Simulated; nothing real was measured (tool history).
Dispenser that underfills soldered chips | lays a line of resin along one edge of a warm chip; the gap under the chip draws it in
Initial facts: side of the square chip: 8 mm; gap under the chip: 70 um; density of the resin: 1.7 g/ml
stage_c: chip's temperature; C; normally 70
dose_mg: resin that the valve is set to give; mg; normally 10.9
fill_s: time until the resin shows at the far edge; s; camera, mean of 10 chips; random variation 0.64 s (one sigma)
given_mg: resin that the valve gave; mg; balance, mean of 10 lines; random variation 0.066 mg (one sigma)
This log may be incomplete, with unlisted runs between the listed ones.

| run | hour | stage_c | dose_mg | fill_s | given_mg |
|---|---|---|---|---|---|
| 1 | 0 | 70 | 10.9 | 72.5 | 9.81 |
| 2 | 2.4 | 70 | 10.9 | 84 | 9.78 |
|  | 4.6 | new syringe of resin |
| 3 | 7.3 | 70 | 10.9 | 66.8 | 9.89 |
| 4 | 11.4 | 75 | 10.9 | 69.3 | 9.75 |
|  | 13.5 | new syringe of resin |
| 5 | 16.5 | 75 | 10.9 | 55.3 | 9.79 |
|  | 18.5 | dispensing valve cleaned and set on the balance |
| 6 | 19.7 | 70 | 10.9 | 75.5 | 10.85 |
|  | 23.3 | new syringe of resin |
| 7 | 23.7 | 57 | 9.5 | 106.3 | 9.47 |
| 8 | 28.6 | 57 | 9.5 | 139.3 | 9.49 |
|  | 32.5 | new syringe of resin |
| 9 | 33.4 | 71 | 11.5 | 55.7 | 11.46 |
| 10 | 36.2 | 77 | 10.1 | 52.5 | 9.99 |
| 11 | 39.7 | 60 | 10.9 | 126.9 | 10.8 |

Here are 4 independent what-if runs from the current tool condition. What would each one return?
|  | 41.5 | new syringe of resin |
| A | 42.5 | 77 | 11.6 | ? | ? |
|  | 41.5 | new syringe of resin |
| B | 42.5 | 60 | 13.4 | ? | ? |
|  | 41.5 | new syringe of resin |
| C | 42.5 | 58 | 11.3 | ? | ? |
|  | 41.5 | new syringe of resin |
| D | 42.5 | 74 | 12.3 | ? | ? |

| run | fill_s | given_mg |
|---|---|---|
| A | 43.6 | 11.39 |
| B | 89.9 | 13.23 |
| C | 98.6 | 11.2 |
| D | 50.3 | 12.23 |
Without the tool's unlogged condition, the same runs would have read:
| run | fill_s | given_mg |
|---|---|---|
| A | 41.3 | 11.53 |
| B | 85.5 | 13.39 |
| C | 93.7 | 11.33 |
| D | 47.8 | 12.38 |

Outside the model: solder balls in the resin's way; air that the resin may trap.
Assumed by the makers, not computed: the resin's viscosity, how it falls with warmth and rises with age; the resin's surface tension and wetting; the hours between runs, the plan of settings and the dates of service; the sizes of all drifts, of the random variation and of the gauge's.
